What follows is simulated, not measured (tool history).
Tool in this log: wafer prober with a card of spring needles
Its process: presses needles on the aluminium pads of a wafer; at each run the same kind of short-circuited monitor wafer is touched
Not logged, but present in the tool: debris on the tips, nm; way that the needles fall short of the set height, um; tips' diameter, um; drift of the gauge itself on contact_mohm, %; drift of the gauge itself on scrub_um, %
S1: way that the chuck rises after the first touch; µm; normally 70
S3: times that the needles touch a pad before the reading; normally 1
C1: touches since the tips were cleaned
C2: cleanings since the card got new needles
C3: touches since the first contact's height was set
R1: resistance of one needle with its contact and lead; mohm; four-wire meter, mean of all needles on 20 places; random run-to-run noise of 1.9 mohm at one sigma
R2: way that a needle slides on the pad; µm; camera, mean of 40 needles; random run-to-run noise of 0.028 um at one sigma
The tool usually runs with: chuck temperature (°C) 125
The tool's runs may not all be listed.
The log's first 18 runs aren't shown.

{"day": 5.158, "done": "tips cleaned on abrasive film"}
{"run": 19, "day": 5.412, "S1": 84, "chuck temperature (°C)": 74, "S3": 1, "C1": 960, "C2": 9, "C3": 63814, "R1": 218, "R2": 15.06}
{"run": 20, "day": 5.604, "S1": 70, "chuck temperature (°C)": 46, "S3": 1, "C1": 1683, "C2": 9, "C3": 64537, "R1": 248, "R2": 12.53}
{"run": 21, "day": 5.896, "S1": 76, "chuck temperature (°C)": 79, "S3": 1, "C1": 2780, "C2": 9, "C3": 65634, "R1": 267, "R2": 13.62}
{"run": 22, "day": 6.221, "S1": 87, "chuck temperature (°C)": 34, "S3": 1, "C1": 4010, "C2": 9, "C3": 66864, "R1": 256, "R2": 15.64}
{"day": 6.271, "done": "height of the first contact set anew"}
{"run": 23, "day": 6.442, "S1": 59, "chuck temperature (°C)": 125, "S3": 1, "C1": 4804, "C2": 9, "C3": 650, "R1": 353, "R2": 10.53}
{"day": 6.888, "done": "tips cleaned on abrasive film"}
{"run": 24, "day": 6.888, "S1": 70, "chuck temperature (°C)": 118, "S3": 3, "C1": 0, "C2": 10, "C3": 2322, "R1": 208, "R2": 12.51}
{"run": 25, "day": 7.288, "S1": 63, "chuck temperature (°C)": 125, "S3": 2, "C1": 1518, "C2": 10, "C3": 3840, "R1": 245, "R2": 11.28}
{"run": 26, "day": 7.592, "S1": 56, "chuck temperature (°C)": 79, "S3": 1, "C1": 2670, "C2": 10, "C3": 4992, "R1": 319, "R2": 9.98}
{"run": 27, "day": 8.0, "S1": 76, "chuck temperature (°C)": 79, "S3": 1, "C1": 4218, "C2": 10, "C3": 6540, "R1": 283, "R2": 13.6}
{"run": 28, "day": 8.238, "S1": 87, "chuck temperature (°C)": 54, "S3": 1, "C1": 5113, "C2": 10, "C3": 7435, "R1": 269, "R2": 15.59}
{"run": 29, "day": 8.475, "S1": 64, "chuck temperature (°C)": 54, "S3": 2, "C1": 6010, "C2": 10, "C3": 8332, "R1": 284, "R2": 11.41}
{"day": 8.604, "done": "tips cleaned on abrasive film"}
{"day": 8.675, "done": "height of the first contact set anew, once more"}
{"run": 30, "day": 8.704, "S1": 64, "chuck temperature (°C)": 54, "S3": 3, "C1": 336, "C2": 11, "C3": 117, "R1": 199, "R2": 11.58}
{"run": 31, "day": 9.088, "S1": 71, "chuck temperature (°C)": 26, "S3": 1, "C1": 1774, "C2": 11, "C3": 1555, "R1": 245, "R2": 12.8}
{"run": 32, "day": 9.392, "S1": 55, "chuck temperature (°C)": 96, "S3": 2, "C1": 2934, "C2": 11, "C3": 2715, "R1": 278, "R2": 9.93}
{"run": 33, "day": 9.825, "S1": 80, "chuck temperature (°C)": 125, "S3": 1, "C1": 4575, "C2": 11, "C3": 4356, "R1": 277, "R2": 14.45}
{"run": 34, "day": 10.142, "S1": 80, "chuck temperature (°C)": 125, "S3": 1, "C1": 5771, "C2": 11, "C3": 5552, "R1": 288, "R2": 14.48}

Consider 5 possible next runs. They are alternatives, not a sequence: every one starts from the tool as it was left by run 34. What does each give?
{"day": 10.35, "done": "tips cleaned on abrasive film"}
{"run": "A", "day": 10.433, "S1": 60, "chuck temperature (°C)": 125, "S3": 1, "C1": 321, "C2": 12, "C3": 6649, "R1": "?", "R2": "?"}
{"day": 10.35, "done": "tips cleaned on abrasive film"}
{"run": "B", "day": 10.433, "S1": 65, "chuck temperature (°C)": 108, "S3": 1, "C1": 321, "C2": 12, "C3": 6649, "R1": "?", "R2": "?"}
{"day": 10.35, "done": "tips cleaned on abrasive film"}
{"run": "C", "day": 10.433, "S1": 65, "chuck temperature (°C)": 68, "S3": 3, "C1": 321, "C2": 12, "C3": 6649, "R1": "?", "R2": "?"}
{"day": 10.35, "done": "tips cleaned on abrasive film"}
{"run": "D", "day": 10.433, "S1": 82, "chuck temperature (°C)": 35, "S3": 2, "C1": 321, "C2": 12, "C3": 6649, "R1": "?", "R2": "?"}
{"day": 10.35, "done": "tips cleaned on abrasive film"}
{"run": "E", "day": 10.433, "S1": 79, "chuck temperature (°C)": 61, "S3": 2, "C1": 321, "C2": 12, "C3": 6649, "R1": "?", "R2": "?"}

run=A R1=234 R2=10.81
run=B R1=228 R2=11.73
run=C R1=202 R2=11.78
run=D R1=192 R2=14.78
run=E R1=205 R2=14.29
With the hidden condition removed and each run's random variation left untouched, the same runs would have given:
run=A R1=210 R2=10.82
run=B R1=206 R2=11.74
run=C R1=193 R2=11.79
run=D R1=183 R2=14.78
run=E R1=195 R2=14.30
